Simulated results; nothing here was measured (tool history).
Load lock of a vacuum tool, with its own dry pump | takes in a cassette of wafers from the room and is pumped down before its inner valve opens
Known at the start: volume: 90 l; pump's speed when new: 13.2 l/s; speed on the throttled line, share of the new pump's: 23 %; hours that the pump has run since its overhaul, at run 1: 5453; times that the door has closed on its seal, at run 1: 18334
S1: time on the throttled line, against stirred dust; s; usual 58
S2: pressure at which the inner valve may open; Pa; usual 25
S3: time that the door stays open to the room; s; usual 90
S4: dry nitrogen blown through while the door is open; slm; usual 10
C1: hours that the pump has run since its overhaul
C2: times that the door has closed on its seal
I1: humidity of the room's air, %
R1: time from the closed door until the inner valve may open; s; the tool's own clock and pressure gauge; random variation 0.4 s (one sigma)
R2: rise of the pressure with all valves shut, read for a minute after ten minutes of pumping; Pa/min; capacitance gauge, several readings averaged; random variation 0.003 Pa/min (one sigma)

run,hour,S1,S2,S3,S4,C1,C2,I1,R1,R2
1,0,58,25,90,10,5453,18334,44.1,103.3,0.071
2,152.1,58,25,90,10,5605,19035,45,103,0.076
3,288.2,58,25,90,10,5741,19662,44.9,103.3,0.075
4,460.4,58,25,90,10,5913,20455,44.4,102.7,0.078
5,569.6,58,25,90,10,6023,20959,43.6,102.7,0.078
6,711.7,58,25,90,10,6165,21614,45.1,103.1,0.08
7,883.1,58,25,90,10,6336,22403,42,103.2,0.085
8,1059.5,58,35,90,10,6512,23217,43.7,100.3,0.09
9,1236.9,58,25,90,10,6690,24034,43.3,102.8,0.09
10,1375,58,25,90,10,6828,24670,46.4,103,0.097
11,1483.4,58,25,90,10,6936,25170,45.9,103.3,0.099
12,1574.7,58,25,90,10,7028,25591,47.1,103.2,0.1
13,1752.4,58,25,90,10,7205,26410,44.3,103,0.101
14,1941.4,58,25,90,10,7394,27280,46.1,102.5,0.112
15,2101.9,58,25,30,10,7555,28020,42.7,103.5,0.093
16,2269.1,58,25,30,10,7722,28791,48,103.6,0.099
17,2441.9,58,25,30,10,7895,29587,43.7,104,0.102
18,2619.6,58,25,90,29,8073,30406,43.7,103.4,0.105
19,2774.3,58,25,90,29,8227,31119,42.3,103.8,0.11
20,2871.6,31,25,165,10,8325,31567,44.6,83,0.141
21,3009.8,58,25,90,10,8463,32204,44.2,103.1,0.128
22,3190.3,58,25,90,10,8643,33036,48.3,103.9,0.139
23,3324.9,66,22,90,10,8778,33657,46.5,111.2,0.14

The next listed run, before its measurement:
24,3410.8,66,22,90,10,8864,34052,43.6,?,?

R1: 111 s
R2: 0.138 Pa/min
Without the tool's hidden state the same run would have given R1 108.6 s, R2 0.031 Pa/min.

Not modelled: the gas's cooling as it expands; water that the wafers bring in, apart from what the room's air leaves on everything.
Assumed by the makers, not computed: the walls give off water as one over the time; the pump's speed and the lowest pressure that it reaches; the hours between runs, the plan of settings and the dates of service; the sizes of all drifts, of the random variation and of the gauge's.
